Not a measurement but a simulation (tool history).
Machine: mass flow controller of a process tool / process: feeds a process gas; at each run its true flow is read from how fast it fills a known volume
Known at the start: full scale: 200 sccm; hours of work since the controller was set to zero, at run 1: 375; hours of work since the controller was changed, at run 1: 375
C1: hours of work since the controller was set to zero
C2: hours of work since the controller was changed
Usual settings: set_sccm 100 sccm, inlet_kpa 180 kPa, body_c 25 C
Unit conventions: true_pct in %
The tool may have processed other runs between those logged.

run 1 hour=0.0 | set_sccm=100 inlet_kpa=180 body_c=25 | C1=375 C2=375 | true_pct=99.65
run 2 hour=191.9 | set_sccm=100 inlet_kpa=180 body_c=25 | C1=439 C2=439 | true_pct=99.76
run 3 hour=388.6 | set_sccm=100 inlet_kpa=180 body_c=25 | C1=506 C2=506 | true_pct=99.77
run 4 hour=580.7 | set_sccm=100 inlet_kpa=180 body_c=25 | C1=570 C2=570 | true_pct=99.93
run 5 hour=759.2 | set_sccm=100 inlet_kpa=180 body_c=25 | C1=631 C2=631 | true_pct=99.95
run 6 hour=960.3 | set_sccm=100 inlet_kpa=180 body_c=25 | C1=698 C2=698 | true_pct=99.91
run 7 hour=1092.3 | set_sccm=100 inlet_kpa=180 body_c=25 | C1=743 C2=743 | true_pct=99.95
run 8 hour=1248.2 | set_sccm=100 inlet_kpa=205 body_c=25 | C1=795 C2=795 | true_pct=99.86
run 9 hour=1415.7 | set_sccm=100 inlet_kpa=205 body_c=25 | C1=852 C2=852 | true_pct=100.00
run 10 hour=1592.0 | set_sccm=100 inlet_kpa=205 body_c=25 | C1=911 C2=911 | true_pct=100.07
run 11 hour=1723.1 | set_sccm=100 inlet_kpa=157 body_c=25 | C1=955 C2=955 | true_pct=100.49
run 12 hour=1880.9 | set_sccm=100 inlet_kpa=180 body_c=24 | C1=1009 C2=1009 | true_pct=100.30
run 13 hour=1987.4 | set_sccm=71 inlet_kpa=141 body_c=31 | C1=1045 C2=1045 | true_pct=100.23
run 14 hour=2182.4 | set_sccm=71 inlet_kpa=141 body_c=23 | C1=1110 C2=1110 | true_pct=100.83
run 15 hour=2294.3 | set_sccm=71 inlet_kpa=141 body_c=23 | C1=1148 C2=1148 | true_pct=100.86
run 16 hour=2480.7 | set_sccm=84 inlet_kpa=180 body_c=30 | C1=1211 C2=1211 | true_pct=100.23
run 17 hour=2648.9 | set_sccm=84 inlet_kpa=180 body_c=30 | C1=1267 C2=1267 | true_pct=100.36
run 18 hour=2855.6 | set_sccm=67 inlet_kpa=272 body_c=26 | C1=1337 C2=1337 | true_pct=100.23
run 19 hour=2979.7 | set_sccm=67 inlet_kpa=272 body_c=32 | C1=1379 C2=1379 | true_pct=99.97
run 20 hour=3080.9 | set_sccm=67 inlet_kpa=272 body_c=32 | C1=1413 C2=1413 | true_pct=100.01
run 21 hour=3278.7 | set_sccm=67 inlet_kpa=272 body_c=32 | C1=1480 C2=1480 | true_pct=100.09

Alternative continuations, all from the tool just after run 21; predict every row:
run A hour=3450.6 | set_sccm=35 inlet_kpa=148 body_c=32 | C1=1538 C2=1538 | true_pct=?
run B hour=3450.6 | set_sccm=186 inlet_kpa=180 body_c=30 | C1=1538 C2=1538 | true_pct=?
run C hour=3450.6 | set_sccm=100 inlet_kpa=259 body_c=25 | C1=1538 C2=1538 | true_pct=?
run D hour=3450.6 | set_sccm=100 inlet_kpa=180 body_c=28 | C1=1538 C2=1538 | true_pct=?

run=A true_pct=101.76
run=B true_pct=100.65
run=C true_pct=100.41
run=D true_pct=100.66
With the hidden condition removed and each run's random variation left untouched, the same runs would have given:
run=A true_pct=99.26
run=B true_pct=99.81
run=C true_pct=99.24
run=D true_pct=99.49
